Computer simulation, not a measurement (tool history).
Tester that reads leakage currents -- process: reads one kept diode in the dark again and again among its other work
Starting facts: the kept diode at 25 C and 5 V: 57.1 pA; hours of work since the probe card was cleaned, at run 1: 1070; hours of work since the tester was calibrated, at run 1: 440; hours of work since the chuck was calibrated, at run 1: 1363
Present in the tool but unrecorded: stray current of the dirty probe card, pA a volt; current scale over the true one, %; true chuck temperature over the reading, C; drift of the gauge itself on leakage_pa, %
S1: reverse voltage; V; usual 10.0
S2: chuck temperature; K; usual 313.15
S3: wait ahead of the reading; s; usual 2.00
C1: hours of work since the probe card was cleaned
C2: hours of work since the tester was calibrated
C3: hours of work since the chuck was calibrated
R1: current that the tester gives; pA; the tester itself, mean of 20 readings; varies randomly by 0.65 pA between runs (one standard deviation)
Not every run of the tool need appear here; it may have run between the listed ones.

{"run": 1, "day": 0.0, "S1": 10.0, "S2": 313.15, "S3": 2.0, "C1": 1070, "C2": 440, "C3": 1363, "R1": 228.08}
{"run": 2, "day": 0.912, "S1": 10.0, "S2": 313.15, "S3": 2.0, "C1": 1079, "C2": 450, "C3": 1373, "R1": 228.32}
{"run": 3, "day": 2.388, "S1": 10.0, "S2": 313.15, "S3": 2.0, "C1": 1095, "C2": 466, "C3": 1389, "R1": 230.23}
{"run": 4, "day": 3.05, "S1": 10.0, "S2": 313.15, "S3": 2.0, "C1": 1102, "C2": 473, "C3": 1396, "R1": 230.17}
{"run": 5, "day": 3.854, "S1": 10.0, "S2": 313.15, "S3": 2.0, "C1": 1110, "C2": 481, "C3": 1404, "R1": 228.45}
{"run": 6, "day": 5.042, "S1": 10.0, "S2": 313.15, "S3": 3.68, "C1": 1123, "C2": 494, "C3": 1417, "R1": 228.4}
{"run": 7, "day": 5.862, "S1": 10.0, "S2": 313.15, "S3": 3.68, "C1": 1132, "C2": 502, "C3": 1425, "R1": 228.79}
{"run": 8, "day": 6.462, "S1": 15.9, "S2": 313.15, "S3": 3.68, "C1": 1138, "C2": 509, "C3": 1432, "R1": 283.27}
{"run": 9, "day": 7.629, "S1": 10.0, "S2": 329.15, "S3": 2.0, "C1": 1150, "C2": 521, "C3": 1444, "R1": 603.29}
{"run": 10, "day": 8.962, "S1": 10.0, "S2": 329.15, "S3": 2.0, "C1": 1164, "C2": 535, "C3": 1458, "R1": 604.92}
{"run": 11, "day": 10.158, "S1": 8.2, "S2": 324.15, "S3": 0.35, "C1": 1177, "C2": 548, "C3": 1471, "R1": 415.44}
{"run": 12, "day": 10.754, "S1": 5.8, "S2": 309.15, "S3": 5.48, "C1": 1183, "C2": 554, "C3": 1477, "R1": 139.36}
{"run": 13, "day": 11.475, "S1": 1.6, "S2": 313.15, "S3": 1.97, "C1": 1191, "C2": 561, "C3": 1485, "R1": 101.61}
{"run": 14, "day": 12.154, "S1": 2.1, "S2": 297.15, "S3": 0.92, "C1": 1198, "C2": 569, "C3": 1492, "R1": 40.23}
{"run": 15, "day": 13.3, "S1": 10.8, "S2": 306.15, "S3": 0.59, "C1": 1210, "C2": 581, "C3": 1504, "R1": 156.14}
{"run": 16, "day": 14.05, "S1": 1.4, "S2": 300.15, "S3": 1.27, "C1": 1218, "C2": 589, "C3": 1512, "R1": 40.92}
{"run": 17, "day": 15.45, "S1": 1.4, "S2": 312.15, "S3": 0.43, "C1": 1233, "C2": 603, "C3": 1527, "R1": 91.71}
{"run": 18, "day": 16.362, "S1": 3.4, "S2": 320.15, "S3": 2.37, "C1": 1243, "C2": 613, "C3": 1536, "R1": 221.65}
{"run": 19, "day": 17.042, "S1": 4.4, "S2": 325.15, "S3": 3.93, "C1": 1250, "C2": 620, "C3": 1543, "R1": 331.71}
{"run": 20, "day": 18.475, "S1": 10.5, "S2": 307.15, "S3": 4.25, "C1": 1265, "C2": 635, "C3": 1559, "R1": 160.04}

Here are 4 independent what-if runs from the current tool condition. What would each one return?
{"run": "A", "day": 19.671, "S1": 10.5, "S2": 321.15, "S3": 0.46, "C1": 1278, "C2": 648, "C3": 1571, "R1": "?"}
{"run": "B", "day": 19.671, "S1": 10.5, "S2": 307.15, "S3": 3.34, "C1": 1278, "C2": 648, "C3": 1571, "R1": "?"}
{"run": "C", "day": 19.671, "S1": 10.5, "S2": 307.15, "S3": 1.4, "C1": 1278, "C2": 648, "C3": 1571, "R1": "?"}
{"run": "D", "day": 19.671, "S1": 10.0, "S2": 319.15, "S3": 2.0, "C1": 1278, "C2": 648, "C3": 1571, "R1": "?"}

run=A R1=388.63
run=B R1=160.79
run=C R1=162.56
run=D R1=335.13
The same runs, with their run-to-run variation unchanged, on a tool lacking any hidden condition would have given:
run=A R1=368.59
run=B R1=148.04
run=C R1=149.78
run=D R1=316.90
